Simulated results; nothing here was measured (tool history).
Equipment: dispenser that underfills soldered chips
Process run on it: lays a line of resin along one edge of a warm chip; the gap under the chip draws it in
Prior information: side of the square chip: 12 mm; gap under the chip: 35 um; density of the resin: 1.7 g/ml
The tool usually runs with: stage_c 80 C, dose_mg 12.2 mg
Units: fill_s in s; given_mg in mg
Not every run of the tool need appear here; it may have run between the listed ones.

Run 1, hour 0: usual settings. Result: fill_s 376.6 s, given_mg 11.37 mg.
At hour 6.2: dispensing valve cleaned and set on the balance.
Run 2, hour 6.2: usual settings. Result: fill_s 465.4 s, given_mg 12.19 mg.
At hour 12.5: new syringe of resin.
Run 3, hour 12.5: usual settings. Result: fill_s 297 s, given_mg 12.23 mg.
Run 4, hour 15.6: usual settings. Result: fill_s 335 s, given_mg 12.12 mg.
Run 5, hour 18.9: usual settings. Result: fill_s 384.7 s, given_mg 12.14 mg.
Run 6, hour 25: usual settings. Result: fill_s 486.7 s, given_mg 12.14 mg.
Run 7, hour 28: usual settings. Result: fill_s 548.1 s, given_mg 12.09 mg.
At hour 29.8: new syringe of resin.
Run 8, hour 33.9: usual settings. Result: fill_s 345.2 s, given_mg 12.03 mg.
Run 9, hour 36.8: usual settings. Result: fill_s 385.1 s, given_mg 12 mg.
Run 10, hour 41: usual settings. Result: fill_s 458.3 s, given_mg 11.94 mg.
Run 11, hour 45.7: usual settings. Result: fill_s 548.9 s, given_mg 11.93 mg.
At hour 47.5: new syringe of resin.
Run 12, hour 50.6: usual settings but dose_mg 11.8 mg. Result: fill_s 339.4 s, given_mg 11.56 mg.
Run 13, hour 55.5: usual settings but dose_mg 11.8 mg. Result: fill_s 415.5 s, given_mg 11.51 mg.
Run 14, hour 58.6: usual settings but dose_mg 11.8 mg. Result: fill_s 469.9 s, given_mg 11.39 mg.
Run 15, hour 62.1: usual settings but dose_mg 15.1 mg. Result: fill_s 510.8 s, given_mg 14.66 mg.
At hour 64.9: new syringe of resin.
Run 16, hour 67.8: usual settings but dose_mg 15.1 mg. Result: fill_s 323.2 s, given_mg 14.65 mg.
Run 17, hour 72.6: usual settings but stage_c 68 C, dose_mg 12 mg. Result: fill_s 645.6 s, given_mg 11.55 mg.
Run 18, hour 78.8: usual settings but stage_c 89 C, dose_mg 11.6 mg. Result: fill_s 376 s, given_mg 11.21 mg.
At hour 82.3: new syringe of resin.
Run 19, hour 82.5: usual settings but stage_c 87 C. Result: fill_s 233 s, given_mg 11.67 mg.
Run 20, hour 87.7: usual settings but stage_c 95 C, dose_mg 13.7 mg. Result: fill_s 208.2 s, given_mg 13.09 mg.
Run 21, hour 93.9: usual settings but stage_c 67 C, dose_mg 14.2 mg. Result: fill_s 765.4 s, given_mg 13.58 mg.
At hour 99.6: new syringe of resin.
Run 22, hour 99.6: usual settings but stage_c 67 C, dose_mg 14.2 mg. Result: fill_s 477.9 s, given_mg 13.42 mg.
Run 23, hour 105.8: usual settings but stage_c 67 C, dose_mg 14.2 mg. Result: fill_s 606.5 s, given_mg 13.38 mg.
Run 24, hour 111.7: usual settings but stage_c 87 C, dose_mg 13.5 mg. Result: fill_s 360.5 s, given_mg 12.67 mg.
At hour 116.9: new syringe of resin.
Run 25, hour 117: usual settings but stage_c 87 C, dose_mg 13.5 mg. Result: fill_s 227.4 s, given_mg 12.65 mg.
Run 26, hour 120.1: usual settings but stage_c 83 C, dose_mg 11.8 mg. Result: fill_s 302.2 s, given_mg 10.96 mg.
Run 27, hour 125.9: usual settings but stage_c 79 C, dose_mg 12.6 mg. Result: fill_s 428.7 s, given_mg 11.75 mg.
Run 28, hour 130.7: usual settings but stage_c 79 C, dose_mg 12.6 mg. Result: fill_s 517 s, given_mg 11.69 mg.
At hour 134.2: new syringe of resin.
Run 29, hour 134.2: usual settings but stage_c 79 C, dose_mg 12.6 mg. Result: fill_s 306.3 s, given_mg 11.68 mg.
Run 30, hour 137.7: usual settings but stage_c 79 C, dose_mg 12.6 mg. Result: fill_s 342.8 s, given_mg 11.71 mg.

Predict each of these 4 candidate next runs independently; none follows another, all start after run 30:
At hour 142.5: dispensing valve cleaned and set on the balance.
Run A, hour 142.9: usual settings but stage_c 71 C, dose_mg 12.3 mg. Result: fill_s ?, given_mg ?.
At hour 142.5: dispensing valve cleaned and set on the balance.
Run B, hour 142.9: usual settings but stage_c 78 C, dose_mg 13.7 mg. Result: fill_s ?, given_mg ?.
At hour 142.5: dispensing valve cleaned and set on the balance.
Run C, hour 142.9: usual settings but stage_c 69 C, dose_mg 13.5 mg. Result: fill_s ?, given_mg ?.
At hour 142.5: dispensing valve cleaned and set on the balance.
Run D, hour 142.9: usual settings but stage_c 78 C, dose_mg 13.8 mg. Result: fill_s ?, given_mg ?.

run  fill_s  given_mg
  A   559.3     12.31
  B   416.4     13.72
  C   592.9     13.42
  D   419.3     13.83
What these runs would have given with no unlogged condition in the tool:
run  fill_s  given_mg
  A   424.4     12.29
  B   315.4      13.7
  C   449.8      13.4
  D   317.7     13.81
